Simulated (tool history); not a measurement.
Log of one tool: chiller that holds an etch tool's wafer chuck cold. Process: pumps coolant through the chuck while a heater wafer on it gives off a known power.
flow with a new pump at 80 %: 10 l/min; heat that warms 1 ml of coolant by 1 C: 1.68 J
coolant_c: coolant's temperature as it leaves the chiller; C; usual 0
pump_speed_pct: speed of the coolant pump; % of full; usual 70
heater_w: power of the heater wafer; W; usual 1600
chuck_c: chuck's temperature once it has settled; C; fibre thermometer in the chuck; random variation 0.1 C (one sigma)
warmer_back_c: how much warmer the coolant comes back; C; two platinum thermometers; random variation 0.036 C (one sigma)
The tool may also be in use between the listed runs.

run 1 hour=0.0 | coolant_c=0 pump_speed_pct=70 heater_w=1600 | chuck_c=20.2 warmer_back_c=6.73
run 2 hour=152.0 | coolant_c=0 pump_speed_pct=70 heater_w=1600 | chuck_c=20.6 warmer_back_c=6.74
run 3 hour=311.7 | coolant_c=0 pump_speed_pct=70 heater_w=1600 | chuck_c=20.8 warmer_back_c=6.70
run 4 hour=417.4 | coolant_c=0 pump_speed_pct=70 heater_w=1600 | chuck_c=21.0 warmer_back_c=6.80
run 5 hour=563.7 | coolant_c=0 pump_speed_pct=70 heater_w=1600 | chuck_c=21.0 warmer_back_c=6.78
run 6 hour=730.2 | coolant_c=0 pump_speed_pct=70 heater_w=1600 | chuck_c=21.3 warmer_back_c=6.84
run 7 hour=869.4 | coolant_c=0 pump_speed_pct=70 heater_w=1600 | chuck_c=21.5 warmer_back_c=6.86
run 8 hour=948.0 | coolant_c=0 pump_speed_pct=63 heater_w=1600 | chuck_c=23.6 warmer_back_c=7.76
run 9 hour=1101.1 | coolant_c=0 pump_speed_pct=63 heater_w=1600 | chuck_c=24.0 warmer_back_c=7.80
run 10 hour=1174.2 | coolant_c=0 pump_speed_pct=63 heater_w=1600 | chuck_c=23.9 warmer_back_c=7.77
-- hour=1233.2 coolant changed, channels flushed
run 11 hour=1349.0 | coolant_c=4 pump_speed_pct=70 heater_w=1600 | chuck_c=22.6 warmer_back_c=6.89
run 12 hour=1451.1 | coolant_c=4 pump_speed_pct=70 heater_w=1600 | chuck_c=22.6 warmer_back_c=6.93
run 13 hour=1580.8 | coolant_c=4 pump_speed_pct=70 heater_w=1600 | chuck_c=22.6 warmer_back_c=6.94
-- hour=1614.0 chiller's thermometer calibrated
run 14 hour=1726.4 | coolant_c=4 pump_speed_pct=70 heater_w=1600 | chuck_c=22.9 warmer_back_c=6.92
run 15 hour=1826.9 | coolant_c=4 pump_speed_pct=70 heater_w=1600 | chuck_c=23.4 warmer_back_c=7.02
run 16 hour=1947.8 | coolant_c=4 pump_speed_pct=70 heater_w=1600 | chuck_c=23.4 warmer_back_c=6.95
run 17 hour=2100.1 | coolant_c=-8 pump_speed_pct=96 heater_w=1771 | chuck_c=8.2 warmer_back_c=5.49
-- hour=2194.9 chiller's thermometer calibrated, once more
run 18 hour=2256.8 | coolant_c=2 pump_speed_pct=96 heater_w=2203 | chuck_c=21.0 warmer_back_c=6.82
run 19 hour=2408.7 | coolant_c=2 pump_speed_pct=96 heater_w=2203 | chuck_c=21.4 warmer_back_c=6.81
run 20 hour=2497.7 | coolant_c=9 pump_speed_pct=69 heater_w=1396 | chuck_c=25.9 warmer_back_c=6.22
run 21 hour=2597.7 | coolant_c=-9 pump_speed_pct=88 heater_w=837 | chuck_c=-1.0 warmer_back_c=2.83
run 22 hour=2730.7 | coolant_c=-9 pump_speed_pct=88 heater_w=837 | chuck_c=-0.9 warmer_back_c=2.85
run 23 hour=2893.2 | coolant_c=-4 pump_speed_pct=88 heater_w=837 | chuck_c=4.3 warmer_back_c=2.86
run 24 hour=3042.1 | coolant_c=-7 pump_speed_pct=70 heater_w=1600 | chuck_c=12.4 warmer_back_c=7.19
run 25 hour=3204.0 | coolant_c=-8 pump_speed_pct=75 heater_w=1600 | chuck_c=10.5 warmer_back_c=6.70
run 26 hour=3288.4 | coolant_c=7 pump_speed_pct=75 heater_w=1600 | chuck_c=25.6 warmer_back_c=6.67
run 27 hour=3429.9 | coolant_c=7 pump_speed_pct=78 heater_w=1834 | chuck_c=27.5 warmer_back_c=7.36
run 28 hour=3525.7 | coolant_c=-4 pump_speed_pct=70 heater_w=1549 | chuck_c=15.3 warmer_back_c=7.06
run 29 hour=3606.8 | coolant_c=-4 pump_speed_pct=70 heater_w=1549 | chuck_c=15.2 warmer_back_c=7.08
run 30 hour=3686.5 | coolant_c=-4 pump_speed_pct=70 heater_w=1549 | chuck_c=15.6 warmer_back_c=7.02
run 31 hour=3787.3 | coolant_c=-4 pump_speed_pct=70 heater_w=1549 | chuck_c=15.7 warmer_back_c=7.06

3 ways to go on from here, each from the tool as it stands after run 31. What would each give?
run A hour=3877.3 | coolant_c=0 pump_speed_pct=76 heater_w=1600 | chuck_c=? warmer_back_c=?
run B hour=3877.3 | coolant_c=-4 pump_speed_pct=77 heater_w=969 | chuck_c=? warmer_back_c=?
run C hour=3877.3 | coolant_c=6 pump_speed_pct=70 heater_w=1600 | chuck_c=? warmer_back_c=?

run=A chuck_c=18.9 warmer_back_c=6.65
run=B chuck_c=7.5 warmer_back_c=4.00
run=C chuck_c=26.3 warmer_back_c=7.32
Without the tool's hidden state the same runs would have given:
run=A chuck_c=16.1 warmer_back_c=6.02
run=B chuck_c=5.6 warmer_back_c=3.62
run=C chuck_c=23.3 warmer_back_c=6.62
